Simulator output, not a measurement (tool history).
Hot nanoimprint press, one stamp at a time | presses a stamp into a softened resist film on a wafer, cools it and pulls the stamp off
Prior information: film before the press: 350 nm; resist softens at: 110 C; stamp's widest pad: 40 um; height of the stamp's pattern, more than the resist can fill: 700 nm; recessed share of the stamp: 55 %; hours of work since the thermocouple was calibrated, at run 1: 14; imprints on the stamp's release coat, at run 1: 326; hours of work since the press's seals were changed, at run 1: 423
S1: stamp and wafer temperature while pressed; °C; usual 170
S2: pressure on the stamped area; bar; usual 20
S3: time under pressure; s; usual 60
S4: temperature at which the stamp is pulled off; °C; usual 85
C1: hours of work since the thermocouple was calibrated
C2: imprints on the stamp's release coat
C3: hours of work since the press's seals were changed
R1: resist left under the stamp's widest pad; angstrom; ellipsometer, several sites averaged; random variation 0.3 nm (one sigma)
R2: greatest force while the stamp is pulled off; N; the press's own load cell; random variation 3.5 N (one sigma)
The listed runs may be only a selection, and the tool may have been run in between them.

run,hour,S1,S2,S3,S4,C1,C2,C3,R1,R2
1,0,170,20,60,85,14,326,423,1524,203
2,32.8,170,26.6,60,85,28,412,438,1315,215
3,50.6,170,20,60,90,36,458,446,1526,192
4,77.3,170,20,60,80,48,528,458,1516,240
5,94.4,170,20,60,80,56,572,466,1518,251
6,116.6,170,20,60,85,66,630,476,1519,224
7,133.2,170,20,60,85,73,673,483,1521,227
8,168.7,170,18.2,60,85,89,766,499,1590,229
9,195.9,170,18.2,60,85,102,837,512,1590,228
10,219.8,170,18.2,60,85,112,899,522,1592,234
11,236.9,170,22.9,60,85,120,943,530,1419,235
12,264.6,170,18,60,89,133,1016,543,1598,220
# hour 274.3: stamp cleaned and given a new release coat
13,293.9,170,18,60,89,143,51,553,1596,173
# hour 298.8: plate thermocouple calibrated
14,320.3,163,20,37,84,10,112,564,2170,199
15,337.4,163,14.3,60,85,17,157,571,2168,196
16,375.5,163,14.3,60,85,35,256,588,2170,198
# hour 407.4: plate thermocouple calibrated, once more
17,408.3,160,28.9,60,85,0,333,602,1788,203
18,448.4,169,18.2,45,75,18,438,620,1821,257

3 options for the next run, each taken on its own from the tool as it stands now. Forecast them:
A,473.6,170,20,46,89,30,504,631,?,?
B,473.6,172,18.2,45,75,30,504,631,?,?
C,473.6,179,18.2,45,75,30,504,631,?,?

run,R1,R2
A,1674,202
B,1660,264
C,1354,263
Stripped of hidden state, with their random variation kept, the same runs would have yielded:
run,R1,R2
A,1647,179
B,1636,234
C,1333,233

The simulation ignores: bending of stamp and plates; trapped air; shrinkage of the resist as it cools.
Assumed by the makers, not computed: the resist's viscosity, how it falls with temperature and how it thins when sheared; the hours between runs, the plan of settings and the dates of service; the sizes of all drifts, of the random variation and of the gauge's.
